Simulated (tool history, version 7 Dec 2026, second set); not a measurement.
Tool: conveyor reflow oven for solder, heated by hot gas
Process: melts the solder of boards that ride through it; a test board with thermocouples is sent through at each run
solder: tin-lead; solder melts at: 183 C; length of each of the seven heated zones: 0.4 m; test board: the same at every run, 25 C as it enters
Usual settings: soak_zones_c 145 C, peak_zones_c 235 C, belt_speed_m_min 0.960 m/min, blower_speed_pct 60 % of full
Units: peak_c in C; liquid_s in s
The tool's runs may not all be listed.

{"run": 1, "hour": 0.0, "soak_zones_c": 145, "peak_zones_c": 235, "belt_speed_m_min": 0.96, "blower_speed_pct": 60, "peak_c": 213.89, "liquid_s": 36.72}
{"run": 2, "hour": 6.0, "soak_zones_c": 145, "peak_zones_c": 235, "belt_speed_m_min": 0.96, "blower_speed_pct": 60, "peak_c": 213.78, "liquid_s": 36.67}
{"run": 3, "hour": 15.1, "soak_zones_c": 145, "peak_zones_c": 235, "belt_speed_m_min": 0.96, "blower_speed_pct": 60, "peak_c": 213.82, "liquid_s": 36.69}
{"run": 4, "hour": 23.2, "soak_zones_c": 145, "peak_zones_c": 235, "belt_speed_m_min": 0.96, "blower_speed_pct": 60, "peak_c": 213.75, "liquid_s": 36.63}
{"run": 5, "hour": 31.8, "soak_zones_c": 145, "peak_zones_c": 235, "belt_speed_m_min": 0.96, "blower_speed_pct": 60, "peak_c": 213.89, "liquid_s": 36.76}
{"run": 6, "hour": 43.7, "soak_zones_c": 145, "peak_zones_c": 235, "belt_speed_m_min": 0.96, "blower_speed_pct": 60, "peak_c": 213.71, "liquid_s": 36.64}
{"hour": 55.8, "done": "flux residue cleaned out of gas plates and filters"}
{"run": 7, "hour": 57.3, "soak_zones_c": 145, "peak_zones_c": 235, "belt_speed_m_min": 0.96, "blower_speed_pct": 81, "peak_c": 218.88, "liquid_s": 39.94}
{"hour": 62.4, "done": "belt drive overhauled, speed set with a stopwatch"}
{"run": 8, "hour": 68.8, "soak_zones_c": 145, "peak_zones_c": 235, "belt_speed_m_min": 0.96, "blower_speed_pct": 81, "peak_c": 218.86, "liquid_s": 40.11}
{"run": 9, "hour": 81.5, "soak_zones_c": 145, "peak_zones_c": 235, "belt_speed_m_min": 0.96, "blower_speed_pct": 81, "peak_c": 218.82, "liquid_s": 40.05}
{"run": 10, "hour": 91.6, "soak_zones_c": 145, "peak_zones_c": 235, "belt_speed_m_min": 0.96, "blower_speed_pct": 81, "peak_c": 218.82, "liquid_s": 39.98}
{"run": 11, "hour": 99.4, "soak_zones_c": 145, "peak_zones_c": 235, "belt_speed_m_min": 0.96, "blower_speed_pct": 60, "peak_c": 214.23, "liquid_s": 37.15}
{"run": 12, "hour": 111.1, "soak_zones_c": 145, "peak_zones_c": 235, "belt_speed_m_min": 0.96, "blower_speed_pct": 88, "peak_c": 219.87, "liquid_s": 40.64}
{"run": 13, "hour": 119.1, "soak_zones_c": 145, "peak_zones_c": 243, "belt_speed_m_min": 0.96, "blower_speed_pct": 55, "peak_c": 219.15, "liquid_s": 39.56}
{"hour": 125.1, "done": "belt drive overhauled, speed set with a stopwatch, once more"}
{"run": 14, "hour": 133.7, "soak_zones_c": 156, "peak_zones_c": 238, "belt_speed_m_min": 0.948, "blower_speed_pct": 71, "peak_c": 221.66, "liquid_s": 44.44}
{"run": 15, "hour": 139.3, "soak_zones_c": 156, "peak_zones_c": 238, "belt_speed_m_min": 0.948, "blower_speed_pct": 69, "peak_c": 221.25, "liquid_s": 44.24}
{"run": 16, "hour": 145.0, "soak_zones_c": 140, "peak_zones_c": 235, "belt_speed_m_min": 1.001, "blower_speed_pct": 65, "peak_c": 212.55, "liquid_s": 33.11}
{"run": 17, "hour": 153.6, "soak_zones_c": 140, "peak_zones_c": 235, "belt_speed_m_min": 1.001, "blower_speed_pct": 65, "peak_c": 212.59, "liquid_s": 33.07}
{"run": 18, "hour": 164.4, "soak_zones_c": 140, "peak_zones_c": 232, "belt_speed_m_min": 1.001, "blower_speed_pct": 65, "peak_c": 210.1, "liquid_s": 31.59}

Forecast run 19:
{"run": 19, "hour": 174.5, "soak_zones_c": 140, "peak_zones_c": 232, "belt_speed_m_min": 1.001, "blower_speed_pct": 65, "peak_c": "?", "liquid_s": "?"}

peak_c: 210.17 C
liquid_s: 31.65 s
Without the tool's hidden state the same run would have given peak_c 211.04 C, liquid_s 32.24 s.

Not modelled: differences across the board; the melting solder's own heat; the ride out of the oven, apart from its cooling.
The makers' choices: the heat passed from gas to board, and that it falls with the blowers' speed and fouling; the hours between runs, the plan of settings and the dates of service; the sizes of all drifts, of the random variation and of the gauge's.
